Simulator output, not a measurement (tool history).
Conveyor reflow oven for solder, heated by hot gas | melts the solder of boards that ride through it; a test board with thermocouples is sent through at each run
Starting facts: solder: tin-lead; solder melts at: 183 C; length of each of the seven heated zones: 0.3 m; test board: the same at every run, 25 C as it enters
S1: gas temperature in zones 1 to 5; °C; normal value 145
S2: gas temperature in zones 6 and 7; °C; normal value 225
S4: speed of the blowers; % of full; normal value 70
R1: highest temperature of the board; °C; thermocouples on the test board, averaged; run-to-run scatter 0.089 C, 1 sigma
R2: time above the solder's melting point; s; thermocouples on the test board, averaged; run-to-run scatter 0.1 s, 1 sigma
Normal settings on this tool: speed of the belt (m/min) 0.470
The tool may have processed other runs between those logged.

Run 1, hour 0.0: usual settings. Result: R1 211.81 °C, R2 55.8 s.
Run 2, hour 41.8: usual settings. Result: R1 211.46 °C, R2 55.5 s.
At hour 109.3: flux residue cleaned out of gas plates and filters.
Run 3, hour 109.3: usual settings. Result: R1 213.03 °C, R2 57.3 s.
Run 4, hour 141.9: usual settings. Result: R1 212.79 °C, R2 57.1 s.
Run 5, hour 174.6: usual settings. Result: R1 212.86 °C, R2 56.9 s.
Run 6, hour 220.2: usual settings. Result: R1 212.69 °C, R2 56.6 s.
Run 7, hour 253.5: usual settings. Result: R1 212.52 °C, R2 56.6 s.
Run 8, hour 313.6: usual settings but S4 72 % of full. Result: R1 213.04 °C, R2 57.2 s.
Run 9, hour 361.8: usual settings but speed of the belt (m/min) 0.544. Result: R1 207.95 °C, R2 43.8 s.
Run 10, hour 399.7: usual settings but S1 131 °C, S2 214 °C, speed of the belt (m/min) 0.451, S4 78 % of full. Result: R1 203.68 °C, R2 45.5 s.
Run 11, hour 450.2: usual settings but speed of the belt (m/min) 0.480. Result: R1 211.45 °C, R2 54.2 s.
Run 12, hour 486.9: usual settings but S2 218 °C, S4 74 % of full. Result: R1 207.12 °C, R2 51.8 s.
At hour 506.3: flux residue cleaned out of gas plates and filters.
Run 13, hour 553.9: usual settings but S2 213 °C, speed of the belt (m/min) 0.444, S4 76 % of full. Result: R1 205.97 °C, R2 55.5 s.
Run 14, hour 603.8: usual settings but S1 159 °C, S2 221 °C, speed of the belt (m/min) 0.424. Result: R1 214.71 °C, R2 73.2 s.
Run 15, hour 665.5: usual settings but S1 159 °C, S2 221 °C, speed of the belt (m/min) 0.424. Result: R1 214.53 °C, R2 72.9 s.
Run 16, hour 716.2: usual settings but S1 159 °C, S2 221 °C, speed of the belt (m/min) 0.557, S4 58 % of full. Result: R1 204.62 °C, R2 44.3 s.
Run 17, hour 763.5: usual settings but S1 154 °C. Result: R1 214.96 °C, R2 62.7 s.
At hour 785.3: thermocouples of zones 6 and 7 changed.
Run 18, hour 799.3: usual settings but S1 154 °C. Result: R1 212.29 °C, R2 60.6 s.

3 ways to go on from here, each from the tool as it stands after run 18. What would each give?
Run A, hour 848.2: usual settings but S1 154 °C, S2 218 °C, speed of the belt (m/min) 0.477. Result: R1 ?, R2 ?.
Run B, hour 848.2: usual settings but S2 226 °C, S4 67 % of full. Result: R1 ?, R2 ?.
Run C, hour 848.2: usual settings but S1 144 °C, S4 57 % of full. Result: R1 ?, R2 ?.

run      R1    R2
  A  205.96  54.0
  B  210.57  54.7
  C  206.64  49.0
Take away the tool's hidden state, keep each run's random variation, and the runs would have read:
run      R1    R2
  A  206.91  54.9
  B  211.71  55.6
  C  207.69  50.1
